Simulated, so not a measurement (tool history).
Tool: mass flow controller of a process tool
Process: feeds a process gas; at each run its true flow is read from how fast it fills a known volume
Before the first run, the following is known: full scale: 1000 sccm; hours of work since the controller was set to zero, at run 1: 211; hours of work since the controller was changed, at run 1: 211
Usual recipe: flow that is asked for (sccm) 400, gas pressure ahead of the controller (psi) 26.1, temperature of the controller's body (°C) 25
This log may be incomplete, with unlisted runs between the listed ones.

| run | hour | flow that is asked for (sccm) | gas pressure ahead of the controller (psi) | temperature of the controller's body (°C) | hours of work since the controller was set to zero | hours of work since the controller was changed | true flow (%) |
|---|---|---|---|---|---|---|---|
| 1 | 0.0 | 400 | 26.1 | 25 | 211 | 211 | 99.30 |
| 2 | 53.8 | 400 | 26.1 | 25 | 230 | 230 | 99.17 |
| 3 | 108.4 | 400 | 26.1 | 22 | 249 | 249 | 99.00 |
| 4 | 172.8 | 400 | 26.1 | 37 | 272 | 272 | 100.44 |
| 5 | 211.7 | 400 | 26.1 | 37 | 286 | 286 | 100.43 |
| 6 | 254.8 | 400 | 26.1 | 25 | 301 | 301 | 99.19 |
| 7 | 299.1 | 400 | 26.1 | 25 | 317 | 317 | 99.27 |
| 8 | 350.8 | 400 | 26.1 | 25 | 336 | 336 | 99.31 |
| 9 | 391.3 | 400 | 26.1 | 25 | 350 | 350 | 99.27 |
| 10 | 432.7 | 400 | 26.1 | 25 | 365 | 365 | 99.27 |
| 11 | 472.4 | 400 | 26.1 | 20 | 379 | 379 | 98.82 |
| 12 | 524.1 | 400 | 26.1 | 20 | 397 | 397 | 98.89 |
| 13 | 589.9 | 400 | 23.2 | 20 | 421 | 421 | 98.98 |
| 14 | 664.0 | 400 | 26.1 | 25 | 447 | 447 | 99.29 |
| 15 | 735.6 | 400 | 26.1 | 25 | 473 | 473 | 99.47 |
| 16 | 790.4 | 400 | 35.0 | 25 | 492 | 492 | 98.93 |
| 17 | 851.8 | 400 | 35.0 | 25 | 514 | 514 | 98.83 |
| 18 | 921.2 | 400 | 26.1 | 25 | 539 | 539 | 99.34 |
| 19 | 990.9 | 400 | 34.1 | 25 | 564 | 564 | 98.98 |
| 20 | 1028.9 | 400 | 34.1 | 25 | 577 | 577 | 99.02 |
| 21 | 1081.0 | 400 | 34.1 | 25 | 596 | 596 | 99.08 |
| 22 | 1120.3 | 400 | 34.1 | 20 | 610 | 610 | 98.51 |
| 23 | 1197.6 | 400 | 34.1 | 20 | 637 | 637 | 98.57 |
| 24 | 1239.2 | 400 | 34.1 | 20 | 652 | 652 | 98.60 |
| 25 | 1305.3 | 495 | 38.0 | 20 | 676 | 676 | 98.50 |
| 26 | 1345.8 | 495 | 38.0 | 20 | 690 | 690 | 98.46 |
|  | 1350.1 | controller's zero set anew |
| 27 | 1389.4 | 495 | 38.0 | 20 | 14 | 706 | 98.68 |
| 28 | 1461.3 | 579 | 29.9 | 34 | 40 | 731 | 100.50 |
| 29 | 1526.0 | 507 | 29.9 | 39 | 63 | 754 | 100.95 |
| 30 | 1564.3 | 507 | 27.7 | 27 | 76 | 768 | 99.82 |
| 31 | 1620.3 | 507 | 27.7 | 27 | 96 | 788 | 99.80 |
| 32 | 1672.0 | 125 | 29.7 | 22 | 115 | 806 | 99.27 |
| 33 | 1727.1 | 400 | 25.5 | 27 | 134 | 826 | 99.72 |
| 34 | 1777.1 | 400 | 25.5 | 27 | 152 | 844 | 99.96 |

Expected results for the next run?
|  | 1797.9 | controller's zero set anew, once more |
| 35 | 1821.1 | 400 | 25.5 | 27 | 8 | 859 | ? |

{"run 35": {"true flow (%)": 99.65}}
Were there no unlogged condition in the tool, this run, its random variation unchanged, would have produced true flow (%) 99.30.
